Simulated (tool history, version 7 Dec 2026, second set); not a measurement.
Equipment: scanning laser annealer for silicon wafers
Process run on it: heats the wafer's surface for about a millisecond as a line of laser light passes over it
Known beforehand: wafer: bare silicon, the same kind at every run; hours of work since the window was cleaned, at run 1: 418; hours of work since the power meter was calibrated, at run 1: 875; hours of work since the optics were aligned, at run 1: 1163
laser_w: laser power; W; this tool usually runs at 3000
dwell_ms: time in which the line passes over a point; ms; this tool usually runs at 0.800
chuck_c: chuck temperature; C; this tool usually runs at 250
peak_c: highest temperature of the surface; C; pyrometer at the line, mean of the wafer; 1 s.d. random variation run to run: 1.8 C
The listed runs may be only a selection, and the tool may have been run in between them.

run,hour,laser_w,dwell_ms,chuck_c,hours of work since the window was cleaned,hours of work since the power meter was calibrated,hours of work since the optics were aligned,peak_c
1,0.0,3000,0.800,250,418,875,1163,998
2,32.1,3000,0.800,264,434,891,1178,1008
3,85.7,3000,0.800,264,459,916,1203,1004
4,112.2,2550,0.800,264,472,928,1216,878
5,146.8,3000,0.800,248,488,945,1232,992
6,193.4,3000,0.800,248,510,967,1255,988
7,248.0,3000,0.800,248,536,993,1280,988
8,290.4,3000,0.619,250,556,1013,1300,887
9,342.1,3000,0.619,250,581,1038,1325,888
10,392.2,3000,0.619,250,604,1061,1349,888
11,434.4,3000,0.800,258,624,1081,1369,989
12,476.1,3000,0.800,258,644,1101,1389,988
13,526.5,3000,0.800,258,668,1125,1412,988
# hour 575.9: optics aligned, line set to its width
14,579.6,2944,0.800,250,691,1148,2,983
15,625.4,3203,0.878,257,713,1169,23,1108
16,673.3,2990,0.997,231,735,1192,46,1067
17,716.1,3006,0.937,274,755,1212,66,1088
# hour 751.2: window over the wafer cleaned
18,755.1,3006,0.937,274,2,1230,84,1131
19,787.7,3006,0.937,274,17,1245,99,1128
20,846.6,3006,0.937,224,45,1273,127,1075
21,881.6,3006,0.937,224,62,1290,144,1072
22,906.4,3040,0.937,219,74,1302,156,1077
23,963.6,3247,0.713,214,101,1329,183,1011
24,1002.8,3247,0.713,214,119,1347,201,1010
25,1031.5,3173,0.600,217,133,1361,215,919
26,1075.8,2865,0.738,222,154,1382,236,920
27,1118.4,2708,0.738,234,174,1402,256,888
28,1155.0,2738,0.905,257,191,1420,274,995

Some steps in peak_c between neighbouring runs. How much of each would the tool show without its hidden state too (settings, what came in, random variation), and how much is left for the hidden state, with any gauge scatter that isn't in both results?
What the log doesn't record here: light that passes the window, % of a clean one's; laser's true power over the reading, %; width of the line over the set one, %; drift of the gauge itself on peak_c, C.
Run 3 -> 4: laser_w 3000 -> 2550. peak_c -126 C: hidden state +7, all else -133.
Run 13 -> 14: laser_w 3000 -> 2944, chuck_c 258 -> 250, optics aligned, line set to its width. peak_c -5 C: hidden state +19, all else -24.
Run 14 -> 15: laser_w 2944 -> 3203, dwell_ms 0.800 -> 0.878, chuck_c 250 -> 257. peak_c +125 C: hidden state -9, all else +134.
Run 17 -> 18: window over the wafer cleaned. peak_c +43 C: hidden state +43, all else +0.

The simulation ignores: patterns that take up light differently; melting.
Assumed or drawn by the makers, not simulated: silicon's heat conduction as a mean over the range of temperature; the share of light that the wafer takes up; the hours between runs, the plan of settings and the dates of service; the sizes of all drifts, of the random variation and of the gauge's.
